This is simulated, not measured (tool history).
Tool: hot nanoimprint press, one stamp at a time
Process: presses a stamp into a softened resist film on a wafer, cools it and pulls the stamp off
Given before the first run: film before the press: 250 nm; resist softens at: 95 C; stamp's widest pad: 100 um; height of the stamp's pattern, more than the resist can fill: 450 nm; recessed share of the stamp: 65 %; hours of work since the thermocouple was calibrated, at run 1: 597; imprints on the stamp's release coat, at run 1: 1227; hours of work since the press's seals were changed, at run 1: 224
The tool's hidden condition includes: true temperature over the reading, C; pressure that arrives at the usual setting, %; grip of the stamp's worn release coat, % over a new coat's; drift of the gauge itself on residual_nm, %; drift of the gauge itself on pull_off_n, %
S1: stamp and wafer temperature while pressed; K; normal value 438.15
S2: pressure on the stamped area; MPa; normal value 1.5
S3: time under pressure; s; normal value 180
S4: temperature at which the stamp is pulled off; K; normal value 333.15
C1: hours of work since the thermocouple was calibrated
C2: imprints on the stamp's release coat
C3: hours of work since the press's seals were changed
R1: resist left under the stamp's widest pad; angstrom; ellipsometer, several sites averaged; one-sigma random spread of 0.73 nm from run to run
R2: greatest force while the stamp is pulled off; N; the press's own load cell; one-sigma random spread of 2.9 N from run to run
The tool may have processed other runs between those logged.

Run 1, hour 0: usual settings; C1 597; C2 1227; C3 224. Result: R1 1013 angstrom, R2 218 N.
At hour 8.5: plate thermocouple calibrated.
Run 2, hour 34.7: usual settings; C1 13; C2 1325; C3 240. Result: R1 892 angstrom, R2 223 N.
At hour 46.4: stamp cleaned and given a new release coat.
Run 3, hour 102.7: usual settings; C1 43; C2 173; C3 270. Result: R1 896 angstrom, R2 144 N.
Run 4, hour 139.2: usual settings but S1 436.15 K; C1 61; C2 286; C3 288. Result: R1 978 angstrom, R2 158 N.
Run 5, hour 179.8: usual settings but S3 140 s; C1 80; C2 411; C3 307. Result: R1 968 angstrom, R2 161 N.
Run 6, hour 237.7: usual settings but S3 140 s; C1 108; C2 589; C3 335. Result: R1 992 angstrom, R2 177 N.
Run 7, hour 298.8: usual settings but S3 140 s; C1 138; C2 777; C3 365. Result: R1 994 angstrom, R2 175 N.
Run 8, hour 331.9: usual settings but S3 270 s; C1 154; C2 880; C3 381. Result: R1 793 angstrom, R2 186 N.
Run 9, hour 395: usual settings but S3 124 s; C1 185; C2 1074; C3 412. Result: R1 1047 angstrom, R2 206 N.
Run 10, hour 448.4: usual settings but S3 328 s; C1 211; C2 1238; C3 438. Result: R1 741 angstrom, R2 215 N.
At hour 490.7: stamp cleaned and given a new release coat.
Run 11, hour 511.7: usual settings but S3 328 s; C1 238; C2 65; C3 466. Result: R1 744 angstrom, R2 144 N.
Run 12, hour 547.7: usual settings but S3 328 s; C1 256; C2 176; C3 483. Result: R1 752 angstrom, R2 151 N.
Run 13, hour 580.3: usual settings; C1 272; C2 277; C3 499. Result: R1 946 angstrom, R2 157 N.
Run 14, hour 616.5: usual settings; C1 289; C2 388; C3 516. Result: R1 951 angstrom, R2 159 N.
Run 15, hour 675.6: usual settings but S2 2.32 MPa; C1 318; C2 570; C3 545. Result: R1 752 angstrom, R2 171 N.
Run 16, hour 713.6: usual settings but S1 427.15 K, S2 2.32 MPa, S3 110 s; C1 337; C2 687; C3 564. Result: R1 1463 angstrom, R2 181 N.
Run 17, hour 776.9: usual settings but S1 427.15 K, S2 2.15 MPa, S3 151 s; C1 367; C2 882; C3 594. Result: R1 1412 angstrom, R2 191 N.
Run 18, hour 806.4: usual settings but S1 427.15 K, S2 2.15 MPa, S3 151 s; C1 382; C2 973; C3 609. Result: R1 1381 angstrom, R2 198 N.
Run 19, hour 834.9: usual settings but S1 447.15 K, S2 1.08 MPa, S3 151 s, S4 337.15 K; C1 395; C2 1061; C3 622. Result: R1 839 angstrom, R2 192 N.
Run 20, hour 896.6: usual settings but S1 440.15 K, S4 335.15 K; C1 425; C2 1251; C3 652. Result: R1 912 angstrom, R2 209 N.
At hour 935.8: stamp cleaned and given a new release coat.
Run 21, hour 935.8: usual settings but S1 449.15 K, S2 0.94 MPa, S4 321.15 K; C1 442; C2 0; C3 669. Result: R1 808 angstrom, R2 172 N.
Run 22, hour 993.2: usual settings but S3 324 s, S4 340.15 K; C1 469; C2 177; C3 696. Result: R1 798 angstrom, R2 133 N.
Run 23, hour 1021.5: usual settings but S2 1.3 MPa, S3 191 s; C1 483; C2 265; C3 710. Result: R1 1047 angstrom, R2 163 N.
Run 24, hour 1074: usual settings but S2 1.3 MPa, S3 191 s; C1 509; C2 426; C3 736. Result: R1 1048 angstrom, R2 170 N.
Run 25, hour 1107: usual settings but S1 443.15 K, S2 0.99 MPa, S3 191 s; C1 525; C2 528; C3 752. Result: R1 998 angstrom, R2 181 N.
Run 26, hour 1162.4: usual settings but S2 1.13 MPa, S3 122 s; C1 552; C2 699; C3 779. Result: R1 1326 angstrom, R2 194 N.
At hour 1174.2: press's hydraulic seals changed and the load cell set to zero.
Run 27, hour 1197.2: usual settings but S2 1.13 MPa, S3 122 s; C1 565; C2 781; C3 11. Result: R1 1306 angstrom, R2 192 N.
Run 28, hour 1255.2: usual settings but S4 335.15 K; C1 593; C2 960; C3 39. Result: R1 979 angstrom, R2 195 N.

Subtracting, for every run, the result it would have given without the tool's unlogged condition from the measured result gives the following. The same run-to-run variation enters both numbers; the gauge's scatter may not:
run    R1   R2
  1  +120  +83
  2    +7  +81
  3   +14   +9
  4   +19  +16
  5   +24  +24
  6   +30  +35
  7   +38  +44
  8   +34  +52
  9   +49  +67
 10   +42  +78
 11   +47   +6
 12   +51  +13
 13   +65  +19
 14   +69  +25
 15   +69  +36
 16  +127  +44
 17  +135  +56
 18  +136  +62
 19   +70  +64
 20   +92  +78
 21   +71   +5
 22   +92  +14
 23  +115  +22
 24  +121  +31
 25  +109  +38
 26  +148  +50
 27  +125  +54
 28  +110  +63

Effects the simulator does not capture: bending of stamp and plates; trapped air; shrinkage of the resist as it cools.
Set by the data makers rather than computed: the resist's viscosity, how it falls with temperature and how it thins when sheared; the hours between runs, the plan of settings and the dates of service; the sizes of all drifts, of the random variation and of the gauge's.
